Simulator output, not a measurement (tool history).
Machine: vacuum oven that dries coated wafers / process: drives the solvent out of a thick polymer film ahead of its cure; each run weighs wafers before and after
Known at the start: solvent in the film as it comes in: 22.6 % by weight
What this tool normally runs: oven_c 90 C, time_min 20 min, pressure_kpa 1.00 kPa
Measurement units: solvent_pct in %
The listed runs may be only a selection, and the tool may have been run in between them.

{"run": 1, "hour": 0.0, "oven_c": 90, "time_min": 20, "pressure_kpa": 1.0, "solvent_pct": 4.45}
{"run": 2, "hour": 11.3, "oven_c": 94, "time_min": 20, "pressure_kpa": 1.0, "solvent_pct": 3.41}
{"run": 3, "hour": 32.6, "oven_c": 94, "time_min": 20, "pressure_kpa": 1.0, "solvent_pct": 3.39}
{"run": 4, "hour": 44.1, "oven_c": 94, "time_min": 20, "pressure_kpa": 1.0, "solvent_pct": 3.29}
{"run": 5, "hour": 55.9, "oven_c": 94, "time_min": 20, "pressure_kpa": 1.0, "solvent_pct": 3.49}
{"run": 6, "hour": 74.1, "oven_c": 94, "time_min": 20, "pressure_kpa": 0.68, "solvent_pct": 3.11}
{"run": 7, "hour": 91.6, "oven_c": 90, "time_min": 20, "pressure_kpa": 1.0, "solvent_pct": 4.54}
{"run": 8, "hour": 112.1, "oven_c": 101, "time_min": 20, "pressure_kpa": 1.0, "solvent_pct": 1.73}
{"run": 9, "hour": 127.2, "oven_c": 101, "time_min": 20, "pressure_kpa": 1.0, "solvent_pct": 1.74}
{"run": 10, "hour": 150.7, "oven_c": 101, "time_min": 20, "pressure_kpa": 1.0, "solvent_pct": 1.79}
{"run": 11, "hour": 175.5, "oven_c": 90, "time_min": 20, "pressure_kpa": 1.0, "solvent_pct": 4.57}
{"run": 12, "hour": 190.0, "oven_c": 89, "time_min": 20, "pressure_kpa": 1.0, "solvent_pct": 4.89}
{"run": 13, "hour": 208.6, "oven_c": 89, "time_min": 20, "pressure_kpa": 1.0, "solvent_pct": 4.87}
{"run": 14, "hour": 234.4, "oven_c": 89, "time_min": 20, "pressure_kpa": 1.0, "solvent_pct": 4.85}
{"run": 15, "hour": 248.9, "oven_c": 90, "time_min": 20, "pressure_kpa": 1.0, "solvent_pct": 4.44}
{"run": 16, "hour": 262.1, "oven_c": 90, "time_min": 20, "pressure_kpa": 1.0, "solvent_pct": 4.38}
{"run": 17, "hour": 287.3, "oven_c": 90, "time_min": 20, "pressure_kpa": 1.0, "solvent_pct": 4.49}
{"run": 18, "hour": 309.2, "oven_c": 80, "time_min": 35, "pressure_kpa": 2.46, "solvent_pct": 5.75}
{"run": 19, "hour": 327.4, "oven_c": 88, "time_min": 12, "pressure_kpa": 3.47, "solvent_pct": 9.65}
{"run": 20, "hour": 343.3, "oven_c": 105, "time_min": 20, "pressure_kpa": 1.03, "solvent_pct": 1.19}
{"run": 21, "hour": 361.4, "oven_c": 101, "time_min": 29, "pressure_kpa": 3.16, "solvent_pct": 1.91}
{"run": 22, "hour": 377.7, "oven_c": 101, "time_min": 29, "pressure_kpa": 3.16, "solvent_pct": 1.77}
{"run": 23, "hour": 400.9, "oven_c": 100, "time_min": 20, "pressure_kpa": 1.0, "solvent_pct": 1.98}
{"run": 24, "hour": 421.1, "oven_c": 90, "time_min": 32, "pressure_kpa": 2.12, "solvent_pct": 2.95}
{"run": 25, "hour": 436.9, "oven_c": 80, "time_min": 13, "pressure_kpa": 1.63, "solvent_pct": 11.02}
{"run": 26, "hour": 450.3, "oven_c": 80, "time_min": 13, "pressure_kpa": 1.63, "solvent_pct": 10.97}
{"hour": 458.4, "done": "oven's thermocouples calibrated"}
{"run": 27, "hour": 470.8, "oven_c": 87, "time_min": 22, "pressure_kpa": 1.0, "solvent_pct": 5.81}
{"run": 28, "hour": 490.3, "oven_c": 90, "time_min": 12, "pressure_kpa": 3.17, "solvent_pct": 9.61}
{"run": 29, "hour": 507.3, "oven_c": 84, "time_min": 20, "pressure_kpa": 0.96, "solvent_pct": 7.41}
{"run": 30, "hour": 524.1, "oven_c": 101, "time_min": 12, "pressure_kpa": 3.01, "solvent_pct": 5.47}
{"run": 31, "hour": 541.7, "oven_c": 104, "time_min": 12, "pressure_kpa": 3.01, "solvent_pct": 4.56}
{"run": 32, "hour": 562.3, "oven_c": 104, "time_min": 12, "pressure_kpa": 3.01, "solvent_pct": 4.67}
{"run": 33, "hour": 583.4, "oven_c": 104, "time_min": 16, "pressure_kpa": 1.13, "solvent_pct": 2.52}

Below are 5 alternative next runs, each starting from the tool's condition after run 33. Predict each:
{"run": "A", "hour": 594.4, "oven_c": 94, "time_min": 17, "pressure_kpa": 1.2, "solvent_pct": "?"}
{"run": "B", "hour": 594.4, "oven_c": 76, "time_min": 27, "pressure_kpa": 1.0, "solvent_pct": "?"}
{"run": "C", "hour": 594.4, "oven_c": 104, "time_min": 22, "pressure_kpa": 0.62, "solvent_pct": "?"}
{"run": "D", "hour": 594.4, "oven_c": 104, "time_min": 16, "pressure_kpa": 3.56, "solvent_pct": "?"}
{"run": "E", "hour": 594.4, "oven_c": 104, "time_min": 27, "pressure_kpa": 1.3, "solvent_pct": "?"}

run=A solvent_pct=5.10
run=B solvent_pct=8.54
run=C solvent_pct=1.22
run=D solvent_pct=3.35
run=E solvent_pct=1.07
Without the tool's unlogged condition, the same runs would have read:
run=A solvent_pct=4.92
run=B solvent_pct=8.30
run=C solvent_pct=1.11
run=D solvent_pct=3.22
run=E solvent_pct=0.97
